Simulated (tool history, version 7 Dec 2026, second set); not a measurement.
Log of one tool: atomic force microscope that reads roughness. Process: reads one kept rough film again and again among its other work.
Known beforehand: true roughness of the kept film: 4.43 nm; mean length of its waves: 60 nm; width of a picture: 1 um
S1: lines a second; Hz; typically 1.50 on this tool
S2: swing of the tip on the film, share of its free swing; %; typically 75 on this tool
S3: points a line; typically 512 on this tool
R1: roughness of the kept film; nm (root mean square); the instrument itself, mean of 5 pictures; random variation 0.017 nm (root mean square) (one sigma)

Run 1, hour 0.0: usual settings. Result: R1 3.968 nm (root mean square).
Run 2, hour 40.0: usual settings but S2 63 %. Result: R1 4.183 nm (root mean square).
Run 3, hour 66.6: usual settings but S2 63 %. Result: R1 4.131 nm (root mean square).
Run 4, hour 106.5: usual settings but S2 56 %. Result: R1 4.130 nm (root mean square).
Run 5, hour 141.0: usual settings but S2 56 %. Result: R1 4.199 nm (root mean square).
Run 6, hour 187.1: usual settings but S2 56 %, S3 272. Result: R1 4.125 nm (root mean square).
Run 7, hour 222.9: usual settings. Result: R1 3.912 nm (root mean square).
Run 8, hour 254.2: usual settings. Result: R1 4.044 nm (root mean square).
Run 9, hour 296.4: usual settings. Result: R1 3.999 nm (root mean square).
Run 10, hour 318.8: usual settings. Result: R1 3.937 nm (root mean square).
Run 11, hour 358.1: usual settings. Result: R1 4.056 nm (root mean square).
Run 12, hour 379.6: usual settings but S2 82 %. Result: R1 3.931 nm (root mean square).
Run 13, hour 406.8: usual settings but S3 901. Result: R1 3.994 nm (root mean square).
Run 14, hour 445.6: usual settings but S2 73 %. Result: R1 4.117 nm (root mean square).
Run 15, hour 492.6: usual settings but S2 73 %. Result: R1 4.028 nm (root mean square).
Run 16, hour 518.1: usual settings but S2 73 %, S3 563. Result: R1 4.011 nm (root mean square).
Run 17, hour 547.5: usual settings but S2 73 %, S3 563. Result: R1 3.963 nm (root mean square).
Run 18, hour 594.3: usual settings. Result: R1 4.003 nm (root mean square).
Run 19, hour 615.9: usual settings but S3 508. Result: R1 4.006 nm (root mean square).
Run 20, hour 640.9: usual settings. Result: R1 3.957 nm (root mean square).
Run 21, hour 686.5: usual settings. Result: R1 4.005 nm (root mean square).
Run 22, hour 715.7: usual settings. Result: R1 3.963 nm (root mean square).
Run 23, hour 754.2: usual settings but S1 0.97 Hz, S2 64 %, S3 900. Result: R1 4.062 nm (root mean square).
Run 24, hour 774.7: usual settings but S1 0.97 Hz, S2 64 %, S3 900. Result: R1 4.202 nm (root mean square).
Run 25, hour 806.1: usual settings but S1 1.72 Hz, S2 64 %, S3 900. Result: R1 4.087 nm (root mean square).
Run 26, hour 852.6: usual settings but S1 1.72 Hz, S2 64 %, S3 900. Result: R1 4.059 nm (root mean square).
Run 27, hour 899.2: usual settings but S1 1.36 Hz, S2 71 %, S3 437. Result: R1 4.141 nm (root mean square).
Run 28, hour 940.5: usual settings but S1 1.70 Hz, S2 71 %, S3 533. Result: R1 4.005 nm (root mean square).
Run 29, hour 982.0: usual settings but S1 1.70 Hz, S2 71 %, S3 533. Result: R1 3.951 nm (root mean square).
Run 30, hour 1007.8: usual settings but S1 1.70 Hz, S2 71 %, S3 533. Result: R1 4.077 nm (root mean square).
Run 31, hour 1055.3: usual settings but S1 2.61 Hz. Result: R1 3.837 nm (root mean square).
Run 32, hour 1103.9: usual settings but S1 2.36 Hz, S2 76 %, S3 552. Result: R1 3.926 nm (root mean square).
Run 33, hour 1133.5: usual settings but S1 2.36 Hz, S2 76 %, S3 552. Result: R1 3.907 nm (root mean square).
Run 34, hour 1169.3: usual settings but S1 4.00 Hz, S2 78 %, S3 846. Result: R1 3.588 nm (root mean square).
Run 35, hour 1200.2: usual settings but S1 1.23 Hz, S2 79 %, S3 981. Result: R1 4.072 nm (root mean square).
Run 36, hour 1242.9: usual settings but S1 0.92 Hz, S2 59 %, S3 545. Result: R1 4.182 nm (root mean square).
Run 37, hour 1271.3: usual settings but S1 1.16 Hz. Result: R1 4.043 nm (root mean square).
Run 38, hour 1297.5: usual settings but S1 1.91 Hz, S3 852. Result: R1 3.926 nm (root mean square).
Run 39, hour 1327.9: usual settings but S1 1.91 Hz, S2 73 %, S3 823. Result: R1 4.025 nm (root mean square).
Run 40, hour 1364.3: usual settings but S1 1.91 Hz, S2 73 %, S3 507. Result: R1 3.950 nm (root mean square).
Run 41, hour 1393.1: usual settings but S1 3.21 Hz, S2 65 %. Result: R1 3.910 nm (root mean square).
Run 42, hour 1426.8: usual settings but S1 2.84 Hz. Result: R1 3.895 nm (root mean square).
Run 43, hour 1446.9: usual settings but S1 2.84 Hz. Result: R1 3.875 nm (root mean square).

Not shown: 16 entries that the log had between the listed runs. Between which runs, and how does the tool's hidden state differ before and after?
After run 1, before run 2: new tip fitted (hour 11.7)
  radius of the tip, nm: 12.2 -> 7.1; height scale over the true one, %: -0.04 -> -0.07
  measured result minus the result with no hidden state, R1: -0.138 -> -0.043 nm (root mean square)
After run 4, before run 5: new tip fitted (hour 120.0)
  radius of the tip, nm: 11.7 -> 6.8; height scale over the true one, %: -0.12 -> -0.14
  measured result minus the result with no hidden state, R1: -0.136 -> -0.041 nm (root mean square)
After run 7, before run 8: new tip fitted (hour 229.6)
  radius of the tip, nm: 13.1 -> 7.3; height scale over the true one, %: -0.2 -> -0.22
  measured result minus the result with no hidden state, R1: -0.159 -> -0.053 nm (root mean square)
After run 10, before run 11: new tip fitted (hour 337.5)
  radius of the tip, nm: 12 -> 6.9; height scale over the true one, %: -0.27 -> -0.3
  measured result minus the result with no hidden state, R1: -0.143 -> -0.049 nm (root mean square)
After run 13, before run 14: new tip fitted (hour 445.6)
  radius of the tip, nm: 10.2 -> 5.6; height scale over the true one, %: -0.34 -> -0.37
  measured result minus the result with no hidden state, R1: -0.113 -> -0.027 nm (root mean square)
After run 17, before run 18: new tip fitted (hour 552.5)
  radius of the tip, nm: 13.3 -> 8.3; height scale over the true one, %: -0.44 -> -0.47
  measured result minus the result with no hidden state, R1: -0.174 -> -0.080 nm (root mean square)
After run 20, before run 21: height scale calibrated on a step standard (hour 645.8); new tip fitted (hour 660.5)
  radius of the tip, nm: 11.8 -> 7.2; height scale over the true one, %: -0.5 -> -0.81
  measured result minus the result with no hidden state, R1: -0.149 -> -0.074 nm (root mean square)
After run 23, before run 24: new tip fitted (hour 768.7)
  radius of the tip, nm: 12.4 -> 5.8; height scale over the true one, %: -0.86 -> -0.87
  measured result minus the result with no hidden state, R1: -0.180 -> -0.054 nm (root mean square)
After run 25, before run 26: height scale calibrated on a step standard, once more (hour 849.5)
  radius of the tip, nm: 8.3 -> 11.6; height scale over the true one, %: -0.9 -> 0.04
  measured result minus the result with no hidden state, R1: -0.102 -> -0.126 nm (root mean square)
After run 26, before run 27: new tip fitted (hour 878.4)
  radius of the tip, nm: 11.6 -> 6.8; height scale over the true one, %: 0.04 -> 0.01
  measured result minus the result with no hidden state, R1: -0.126 -> -0.036 nm (root mean square)
After run 29, before run 30: new tip fitted (hour 985.3)
  radius of the tip, nm: 13.3 -> 7.1; height scale over the true one, %: -0.05 -> -0.07
  measured result minus the result with no hidden state, R1: -0.157 -> -0.044 nm (root mean square)
After run 31, before run 32: new tip fitted (hour 1094.3)
  radius of the tip, nm: 10.7 -> 5.8; height scale over the true one, %: -0.11 -> -0.14
  measured result minus the result with no hidden state, R1: -0.107 -> -0.019 nm (root mean square)
After run 34, before run 35: new tip fitted (hour 1200.2)
  radius of the tip, nm: 10.7 -> 5.1; height scale over the true one, %: -0.19 -> -0.21
  measured result minus the result with no hidden state, R1: -0.105 -> -0.012 nm (root mean square)
After run 38, before run 39: new tip fitted (hour 1308.8)
  radius of the tip, nm: 12.4 -> 6.6; height scale over the true one, %: -0.28 -> -0.3
  measured result minus the result with no hidden state, R1: -0.149 -> -0.043 nm (root mean square)
After run 41, before run 42: new tip fitted (hour 1415.5)
  radius of the tip, nm: 11.5 -> 5.9; height scale over the true one, %: -0.35 -> -0.37
  measured result minus the result with no hidden state, R1: -0.135 -> -0.031 nm (root mean square)

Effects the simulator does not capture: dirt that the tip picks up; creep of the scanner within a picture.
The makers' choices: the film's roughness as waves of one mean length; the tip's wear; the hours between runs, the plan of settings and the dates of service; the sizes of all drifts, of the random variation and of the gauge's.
